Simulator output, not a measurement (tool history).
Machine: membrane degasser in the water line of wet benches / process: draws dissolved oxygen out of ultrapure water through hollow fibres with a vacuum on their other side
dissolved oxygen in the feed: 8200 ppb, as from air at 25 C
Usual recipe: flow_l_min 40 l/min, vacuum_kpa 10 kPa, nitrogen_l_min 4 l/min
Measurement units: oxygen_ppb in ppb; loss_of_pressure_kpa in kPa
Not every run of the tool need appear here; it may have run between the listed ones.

run	hour	flow_l_min	vacuum_kpa	nitrogen_l_min	oxygen_ppb	loss_of_pressure_kpa
1	0	40	10	4	162.2	63.24
2	102.2	40	10	2.1	284.7	63.39
3	235	40	7.7	4	112.1	63.39
4	331.1	40	7.7	4	112.8	62.61
5	427.9	40	7.7	4	112.5	62.79
6	547.7	40	7.7	5.22	90.8	63.06
7	654.4	40	23.8	4	466.8	63.49
8	772.2	40	23.8	4	467.5	62.94
9	903.2	40	15.5	4	289.2	62.47
10	1026.4	40	14.5	4	266.7	63.18
11	1103.1	40	14.5	4	264.4	62.76
12	1255.6	40	14.5	11.11	106.6	62.66
13	1394.4	40	10	4	165.2	62.47
14	1492.1	40	10	4	167.2	62.93
15	1648.5	40	6	4	73.5	62.46
16	1732	40	10	4	164.1	62.66
17	1883	29	9.5	6.89	65.6	45.22
18	1989.8	29	9.5	6.89	65.6	45.69
19	2138.4	44	11.1	8.83	107.6	68.95
20	2292.2	26	7.4	4	66.1	40.5
21	2388.8	32	7.4	7.1	48	49.85
22	2456.6	38	19.6	4	359.3	59.46
23	2572.9	61	13.7	3.69	428.9	95.23
# hour 2580.4: vacuum gauge calibrated
24	2684.8	60	10	4	278.5	93.43
25	2768.3	60	10	4	279.5	92.88
# hour 2843.1: seals of the vacuum lines changed
26	2923.5	39	10	7.83	88.1	60.71
27	3063.4	29	18.6	4	259.7	45.2
28	3218.6	36	17.1	4	288.9	55.72
29	3346.9	43	8.7	3.35	174	66.96
30	3450.2	43	8.7	3.35	172.5	66.85
31	3550.5	43	9.2	3.35	184.4	66.6
32	3716.1	43	9.2	3.35	184.8	66.82

Predict each of these 4 candidate next runs independently; none follows another, all start after run 32:
A	3811.9	40	23.5	2.46	?	?
B	3811.9	40	15.8	4	?	?
C	3811.9	42	10	4	?	?
D	3811.9	43	9.2	2.28	?	?

run	oxygen_ppb	loss_of_pressure_kpa
A	697.4	62.21
B	294.7	62.16
C	175.7	64.97
D	260.1	66.61
Take away the tool's hidden state, keep each run's random variation, and the runs would have read:
run	oxygen_ppb	loss_of_pressure_kpa
A	697.3	63.64
B	294.7	63.6
C	175.6	66.47
D	260.1	68.15
